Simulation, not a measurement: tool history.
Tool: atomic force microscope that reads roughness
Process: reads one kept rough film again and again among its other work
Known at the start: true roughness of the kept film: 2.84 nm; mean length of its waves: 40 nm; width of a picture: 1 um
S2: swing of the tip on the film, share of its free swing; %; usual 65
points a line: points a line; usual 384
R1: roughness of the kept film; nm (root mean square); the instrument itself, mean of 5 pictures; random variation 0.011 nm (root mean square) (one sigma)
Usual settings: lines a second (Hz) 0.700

Run 1, hour 0.0: usual settings. Result: R1 2.382 nm (root mean square).
Run 2, hour 26.7: usual settings. Result: R1 2.324 nm (root mean square).
Run 3, hour 74.0: usual settings. Result: R1 2.229 nm (root mean square).
At hour 80.8: new tip fitted.
Run 4, hour 98.1: usual settings. Result: R1 2.461 nm (root mean square).
Run 5, hour 120.3: usual settings. Result: R1 2.430 nm (root mean square).
Run 6, hour 152.5: usual settings but S2 60 %. Result: R1 2.387 nm (root mean square).
Run 7, hour 197.6: usual settings but S2 60 %. Result: R1 2.272 nm (root mean square).
At hour 221.8: new tip fitted.
Run 8, hour 226.1: usual settings but S2 59 %. Result: R1 2.520 nm (root mean square).
Run 9, hour 256.8: usual settings but S2 59 %. Result: R1 2.451 nm (root mean square).
Run 10, hour 293.3: usual settings but S2 56 %. Result: R1 2.377 nm (root mean square).
Run 11, hour 320.4: usual settings but S2 56 %. Result: R1 2.326 nm (root mean square).
Run 12, hour 353.8: usual settings. Result: R1 2.201 nm (root mean square).
At hour 359.4: new tip fitted.
Run 13, hour 389.9: usual settings. Result: R1 2.428 nm (root mean square).
Run 14, hour 440.0: usual settings. Result: R1 2.319 nm (root mean square).
Run 15, hour 488.2: usual settings but lines a second (Hz) 2.365. Result: R1 2.051 nm (root mean square).
At hour 497.7: new tip fitted.
Run 16, hour 517.1: usual settings but lines a second (Hz) 2.365. Result: R1 2.256 nm (root mean square).
Run 17, hour 540.5: usual settings. Result: R1 2.416 nm (root mean square).
Run 18, hour 579.3: usual settings. Result: R1 2.324 nm (root mean square).
Run 19, hour 608.7: usual settings but lines a second (Hz) 2.767, S2 85 %, points a line 459. Result: R1 1.689 nm (root mean square).
Run 20, hour 632.2: usual settings but lines a second (Hz) 2.767, S2 85 %, points a line 459. Result: R1 1.637 nm (root mean square).
At hour 635.8: new tip fitted.
Run 21, hour 686.8: usual settings but lines a second (Hz) 3.792, points a line 366. Result: R1 2.070 nm (root mean square).
Run 22, hour 721.7: usual settings but lines a second (Hz) 2.596, S2 83 %, points a line 920. Result: R1 1.768 nm (root mean square).
Run 23, hour 746.1: usual settings but S2 58 %, points a line 1012. Result: R1 2.296 nm (root mean square).
At hour 774.1: new tip fitted.
Run 24, hour 793.9: usual settings but points a line 800. Result: R1 2.461 nm (root mean square).
Run 25, hour 841.9: usual settings but points a line 800. Result: R1 2.351 nm (root mean square).
Run 26, hour 875.4: usual settings but lines a second (Hz) 1.101, points a line 406. Result: R1 2.244 nm (root mean square).
At hour 890.0: height scale calibrated on a step standard.
At hour 913.2: new tip fitted.
Run 27, hour 930.8: usual settings but points a line 259. Result: R1 2.483 nm (root mean square).
Run 28, hour 964.8: usual settings but lines a second (Hz) 3.611. Result: R1 2.137 nm (root mean square).
Run 29, hour 994.9: usual settings but lines a second (Hz) 3.611. Result: R1 2.099 nm (root mean square).
Run 30, hour 1046.6: usual settings but lines a second (Hz) 3.611. Result: R1 1.997 nm (root mean square).
At hour 1051.4: new tip fitted.
Run 31, hour 1068.9: usual settings but lines a second (Hz) 2.206, S2 56 %, points a line 506. Result: R1 2.450 nm (root mean square).
Run 32, hour 1120.4: usual settings but lines a second (Hz) 2.206, S2 56 %, points a line 506. Result: R1 2.343 nm (root mean square).
Run 33, hour 1152.0: usual settings but lines a second (Hz) 2.206, S2 56 %, points a line 427. Result: R1 2.287 nm (root mean square).
Run 34, hour 1176.7: usual settings but lines a second (Hz) 2.206, S2 56 %, points a line 427. Result: R1 2.221 nm (root mean square).

4 ways to go on from here, each from the tool as it stands after run 34. What would each give?
At hour 1190.0: new tip fitted.
Run A, hour 1201.1: usual settings but lines a second (Hz) 2.489, S2 56 %, points a line 427. Result: R1 ?.
At hour 1190.0: new tip fitted.
Run B, hour 1201.1: usual settings but lines a second (Hz) 3.088, S2 86 %. Result: R1 ?.
At hour 1190.0: new tip fitted.
Run C, hour 1201.1: usual settings but S2 81 %, points a line 266. Result: R1 ?.
At hour 1190.0: new tip fitted.
Run D, hour 1201.1: usual settings but lines a second (Hz) 1.022, S2 56 %, points a line 427. Result: R1 ?.

run     R1
  A  2.454
  B  1.770
  C  2.363
  D  2.544
Without the tool's hidden state the same runs would have given:
run     R1
  A  2.494
  B  1.799
  C  2.402
  D  2.586
